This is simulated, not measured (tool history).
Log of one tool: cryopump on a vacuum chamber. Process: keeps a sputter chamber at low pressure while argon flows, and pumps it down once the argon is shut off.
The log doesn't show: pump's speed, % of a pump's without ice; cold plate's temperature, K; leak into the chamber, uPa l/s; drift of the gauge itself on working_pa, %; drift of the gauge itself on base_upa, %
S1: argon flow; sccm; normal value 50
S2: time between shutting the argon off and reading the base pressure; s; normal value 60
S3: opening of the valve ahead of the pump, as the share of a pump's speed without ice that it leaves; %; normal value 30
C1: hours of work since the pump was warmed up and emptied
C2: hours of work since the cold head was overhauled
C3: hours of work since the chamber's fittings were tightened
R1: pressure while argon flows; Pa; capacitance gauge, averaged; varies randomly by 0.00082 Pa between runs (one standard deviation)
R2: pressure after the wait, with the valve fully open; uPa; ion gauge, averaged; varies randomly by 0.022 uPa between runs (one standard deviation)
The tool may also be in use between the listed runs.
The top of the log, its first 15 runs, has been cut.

{"run": 16, "hour": 1289.7, "S1": 24, "S2": 60, "S3": 30, "C1": 812, "C2": 2013, "C3": 2312, "R1": 0.085, "R2": 2.34}
{"run": 17, "hour": 1394.0, "S1": 50, "S2": 60, "S3": 30, "C1": 865, "C2": 2066, "C3": 2365, "R1": 0.1769, "R2": 2.42}
{"run": 18, "hour": 1455.2, "S1": 50, "S2": 60, "S3": 30, "C1": 896, "C2": 2097, "C3": 2396, "R1": 0.1769, "R2": 2.49}
{"run": 19, "hour": 1555.8, "S1": 50, "S2": 40, "S3": 30, "C1": 948, "C2": 2148, "C3": 2447, "R1": 0.1774, "R2": 2.77}
{"run": 20, "hour": 1659.5, "S1": 50, "S2": 40, "S3": 30, "C1": 1000, "C2": 2200, "C3": 2499, "R1": 0.1815, "R2": 2.98}
{"run": 21, "hour": 1732.7, "S1": 65, "S2": 288, "S3": 21, "C1": 1037, "C2": 2238, "C3": 2537, "R1": 0.3243, "R2": 2.38}
{"run": 22, "hour": 1839.4, "S1": 65, "S2": 288, "S3": 21, "C1": 1092, "C2": 2292, "C3": 2591, "R1": 0.3247, "R2": 2.43}
{"run": 23, "hour": 1923.0, "S1": 41, "S2": 60, "S3": 41, "C1": 1134, "C2": 2334, "C3": 2633, "R1": 0.1125, "R2": 2.86}
{"hour": 1933.7, "done": "pump warmed up, emptied and cooled again"}
{"run": 24, "hour": 2011.6, "S1": 20, "S2": 24, "S3": 54, "C1": 40, "C2": 2377, "C3": 2676, "R1": 0.0369, "R2": 2.88}
{"run": 25, "hour": 2063.5, "S1": 20, "S2": 24, "S3": 54, "C1": 66, "C2": 2403, "C3": 2702, "R1": 0.0366, "R2": 2.93}
{"run": 26, "hour": 2171.1, "S1": 71, "S2": 24, "S3": 54, "C1": 121, "C2": 2458, "C3": 2757, "R1": 0.1304, "R2": 2.88}
{"run": 27, "hour": 2247.6, "S1": 71, "S2": 24, "S3": 15, "C1": 160, "C2": 2497, "C3": 2796, "R1": 0.4629, "R2": 3.05}
{"run": 28, "hour": 2307.7, "S1": 35, "S2": 102, "S3": 30, "C1": 190, "C2": 2527, "C3": 2826, "R1": 0.1169, "R2": 2.31}
{"run": 29, "hour": 2373.9, "S1": 35, "S2": 102, "S3": 30, "C1": 224, "C2": 2561, "C3": 2860, "R1": 0.117, "R2": 2.26}
{"run": 30, "hour": 2423.0, "S1": 50, "S2": 60, "S3": 28, "C1": 249, "C2": 2586, "C3": 2885, "R1": 0.1788, "R2": 2.53}
{"run": 31, "hour": 2482.9, "S1": 50, "S2": 60, "S3": 28, "C1": 279, "C2": 2616, "C3": 2915, "R1": 0.1784, "R2": 2.54}
{"run": 32, "hour": 2549.1, "S1": 39, "S2": 31, "S3": 45, "C1": 313, "C2": 2650, "C3": 2949, "R1": 0.0881, "R2": 3.01}
{"run": 33, "hour": 2629.4, "S1": 36, "S2": 60, "S3": 30, "C1": 354, "C2": 2691, "C3": 2990, "R1": 0.1202, "R2": 2.59}

Consider 4 possible next runs. They are alternatives, not a sequence: every one starts from the tool as it was left by run 33. What does each give?
{"run": "A", "hour": 2717.1, "S1": 85, "S2": 60, "S3": 30, "C1": 398, "C2": 2735, "C3": 3034, "R1": "?", "R2": "?"}
{"run": "B", "hour": 2717.1, "S1": 25, "S2": 96, "S3": 22, "C1": 398, "C2": 2735, "C3": 3034, "R1": "?", "R2": "?"}
{"run": "C", "hour": 2717.1, "S1": 22, "S2": 60, "S3": 35, "C1": 398, "C2": 2735, "C3": 3034, "R1": "?", "R2": "?"}
{"run": "D", "hour": 2717.1, "S1": 22, "S2": 68, "S3": 26, "C1": 398, "C2": 2735, "C3": 3034, "R1": "?", "R2": "?"}

run=A R1=0.2874 R2=2.73
run=B R1=0.1124 R2=2.51
run=C R1=0.0652 R2=2.7
run=D R1=0.0877 R2=2.55
With the hidden condition removed and each run's random variation left untouched, the same runs would have given:
run=A R1=0.2759 R2=0.6
run=B R1=0.1091 R2=0.43
run=C R1=0.0622 R2=0.58
run=D R1=0.0847 R2=0.51
